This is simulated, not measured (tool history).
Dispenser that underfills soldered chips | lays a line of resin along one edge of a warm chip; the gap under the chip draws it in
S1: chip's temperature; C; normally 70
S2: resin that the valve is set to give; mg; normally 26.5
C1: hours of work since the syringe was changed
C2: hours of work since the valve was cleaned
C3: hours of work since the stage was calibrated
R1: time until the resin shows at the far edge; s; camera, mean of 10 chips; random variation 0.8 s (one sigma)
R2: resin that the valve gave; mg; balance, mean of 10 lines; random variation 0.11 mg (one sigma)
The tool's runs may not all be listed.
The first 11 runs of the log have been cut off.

Run 12, hour 64.6: usual settings but S2 23.7 mg; C1 7; C2 22; C3 87. Result: R1 112.6 s, R2 23.5 mg.
Run 13, hour 68.7: usual settings; C1 10; C2 25; C3 90. Result: R1 129.6 s, R2 26.17 mg.
At hour 71.7: new syringe of resin.
Run 14, hour 75.2: usual settings; C1 2; C2 29; C3 94. Result: R1 84.7 s, R2 26.17 mg.
Run 15, hour 83.3: usual settings but S2 25.1 mg; C1 8; C2 35; C3 100. Result: R1 117.9 s, R2 24.65 mg.
Run 16, hour 86.8: usual settings but S2 25.1 mg; C1 11; C2 38; C3 102. Result: R1 136.3 s, R2 24.76 mg.
At hour 88.3: new syringe of resin.
Run 17, hour 92.2: usual settings but S2 25.1 mg; C1 3; C2 41; C3 106. Result: R1 85.6 s, R2 24.75 mg.
Run 18, hour 99.4: usual settings but S2 26.8 mg; C1 8; C2 46; C3 111. Result: R1 114.8 s, R2 26.2 mg.
Run 19, hour 104.2: usual settings but S1 77 C; C1 11; C2 50; C3 115. Result: R1 98 s, R2 25.94 mg.
At hour 105.1: new syringe of resin.
Run 20, hour 109.6: usual settings but S1 65 C, S2 29.1 mg; C1 3; C2 53; C3 118. Result: R1 114.4 s, R2 28.57 mg.
Run 21, hour 115.4: usual settings but S1 65 C, S2 29.1 mg; C1 7; C2 57; C3 122. Result: R1 143.4 s, R2 28.26 mg.
At hour 122: new syringe of resin.
Run 22, hour 122.4: usual settings but S1 65 C, S2 29.1 mg; C1 0; C2 62; C3 127. Result: R1 95.7 s, R2 28.15 mg.
Run 23, hour 128: usual settings but S1 73 C, S2 28.6 mg; C1 4; C2 66; C3 131. Result: R1 79.9 s, R2 27.61 mg.
Run 24, hour 135.2: usual settings but S1 73 C, S2 28.6 mg; C1 9; C2 71; C3 136. Result: R1 109 s, R2 27.54 mg.
At hour 138.7: new syringe of resin.
Run 25, hour 141.1: usual settings but S1 56 C, S2 28.6 mg; C1 2; C2 75; C3 140. Result: R1 171.9 s, R2 27.3 mg.
Run 26, hour 144.6: usual settings but S1 56 C, S2 28.6 mg; C1 4; C2 78; C3 143. Result: R1 198.5 s, R2 27.52 mg.
Run 27, hour 148.3: usual settings but S1 73 C, S2 28.8 mg; C1 7; C2 80; C3 145. Result: R1 90.4 s, R2 27.66 mg.
Run 28, hour 154: usual settings but S1 73 C, S2 28.8 mg; C1 11; C2 84; C3 149. Result: R1 115.2 s, R2 27.51 mg.
At hour 155.4: new syringe of resin.
Run 29, hour 159.5: usual settings but S1 58 C, S2 27.1 mg; C1 3; C2 88; C3 153. Result: R1 165.9 s, R2 26.02 mg.
Run 30, hour 165: usual settings but S1 71 C, S2 29.8 mg; C1 7; C2 92; C3 157. Result: R1 102.1 s, R2 28.3 mg.
Run 31, hour 171.1: usual settings but S1 72 C, S2 32 mg; C1 11; C2 96; C3 161. Result: R1 124.5 s, R2 30.48 mg.
At hour 172.2: new syringe of resin.
At hour 176.4: dispensing valve cleaned and set on the balance.
Run 32, hour 179.9: usual settings but S1 75 C, S2 32 mg; C1 5; C2 2; C3 166. Result: R1 70.4 s, R2 31.83 mg.
Run 33, hour 184.4: usual settings but S1 57 C, S2 28 mg; C1 8; C2 6; C3 170. Result: R1 237.3 s, R2 27.91 mg.
At hour 190.3: new syringe of resin.
Run 34, hour 192.3: usual settings but S1 57 C, S2 28 mg; C1 1; C2 11; C3 175. Result: R1 159.9 s, R2 27.73 mg.
Run 35, hour 196.3: usual settings but S1 57 C, S2 28 mg; C1 4; C2 14; C3 178. Result: R1 184.3 s, R2 27.59 mg.

Forecast each of these 5 alternatives for the next run:
Run A, hour 201.6: usual settings but S1 59 C, S2 31.4 mg; C1 8; C2 18; C3 181. Result: R1 ?, R2 ?.
Run B, hour 201.6: usual settings but S1 60 C, S2 27.3 mg; C1 8; C2 18; C3 181. Result: R1 ?, R2 ?.
Run C, hour 201.6: usual settings but S1 59 C, S2 30.8 mg; C1 8; C2 18; C3 181. Result: R1 ?, R2 ?.
Run D, hour 201.6: usual settings but S2 29.7 mg; C1 8; C2 18; C3 181. Result: R1 ?, R2 ?.
Run E, hour 201.6: usual settings but S1 74 C, S2 29.6 mg; C1 8; C2 18; C3 181. Result: R1 ?, R2 ?.

run     R1     R2
  A  210.4  30.78
  B  198.8   26.9
  C  210.9  30.36
  D  114.1  29.27
  E   94.2   29.3
Had the tool no hidden state, the same runs would have come out as:
run     R1     R2
  A  135.2  31.17
  B  127.4  27.25
  C  135.6  30.74
  D   73.1  29.64
  E   60.4  29.67
